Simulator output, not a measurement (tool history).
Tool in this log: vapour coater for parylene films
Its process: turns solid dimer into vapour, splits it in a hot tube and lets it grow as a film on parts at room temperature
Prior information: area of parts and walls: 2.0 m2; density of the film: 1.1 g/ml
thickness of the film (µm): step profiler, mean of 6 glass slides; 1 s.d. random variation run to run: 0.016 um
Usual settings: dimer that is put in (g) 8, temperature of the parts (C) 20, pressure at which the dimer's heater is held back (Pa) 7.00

| run | hour | dimer that is put in (g) | temperature of the parts (C) | pressure at which the dimer's heater is held back (Pa) | thickness of the film (µm) |
|---|---|---|---|---|---|
| 1 | 0.0 | 8 | 20 | 7.00 | 2.12 |
| 2 | 12.7 | 8 | 20 | 7.00 | 2.13 |
| 3 | 28.6 | 8 | 20 | 7.00 | 2.10 |
| 4 | 39.6 | 8 | 20 | 7.00 | 2.08 |
| 5 | 59.2 | 8 | 20 | 7.00 | 2.08 |
| 6 | 68.3 | 8 | 20 | 7.00 | 2.07 |
| 7 | 85.8 | 8 | 20 | 7.00 | 2.07 |
| 8 | 96.5 | 8 | 15 | 7.00 | 2.44 |
| 9 | 114.0 | 3 | 20 | 7.00 | 0.79 |
|  | 116.2 | table's thermometer calibrated |
| 10 | 128.3 | 3 | 20 | 7.00 | 0.76 |
| 11 | 143.4 | 8 | 20 | 4.55 | 2.23 |
| 12 | 159.1 | 8 | 20 | 4.55 | 2.17 |
| 13 | 173.5 | 8 | 20 | 4.55 | 2.19 |
| 14 | 185.3 | 10 | 15 | 5.50 | 3.09 |
| 15 | 194.3 | 10 | 15 | 5.50 | 3.08 |
| 16 | 212.8 | 8 | 21 | 7.49 | 1.94 |
|  | 218.6 | table's thermometer calibrated, once more |
| 17 | 229.1 | 13 | 29 | 2.00 | 3.14 |
| 18 | 245.2 | 9 | 30 | 7.00 | 1.70 |
| 19 | 257.6 | 9 | 15 | 7.00 | 2.68 |
| 20 | 268.8 | 9 | 15 | 7.00 | 2.68 |
| 21 | 282.2 | 8 | 16 | 2.09 | 2.88 |
| 22 | 291.1 | 8 | 16 | 2.09 | 2.81 |
| 23 | 301.9 | 8 | 16 | 2.09 | 2.86 |
| 24 | 318.8 | 8 | 16 | 2.09 | 2.85 |
| 25 | 330.7 | 8 | 20 | 3.10 | 2.34 |
| 26 | 344.0 | 8 | 20 | 3.10 | 2.34 |

Branching from run 26: 4 alternative next runs. What would each branch give?
| A | 359.2 | 8 | 25 | 5.16 | ? |
| B | 359.2 | 8 | 22 | 2.53 | ? |
| C | 359.2 | 4 | 13 | 7.78 | ? |
| D | 359.2 | 5 | 13 | 11.96 | ? |

| run | thickness of the film (µm) |
|---|---|
| A | 1.79 |
| B | 2.26 |
| C | 1.22 |
| D | 1.42 |
Had the tool no hidden state, the same runs would have come out as:
| run | thickness of the film (µm) |
|---|---|
| A | 1.93 |
| B | 2.44 |
| C | 1.31 |
| D | 1.53 |
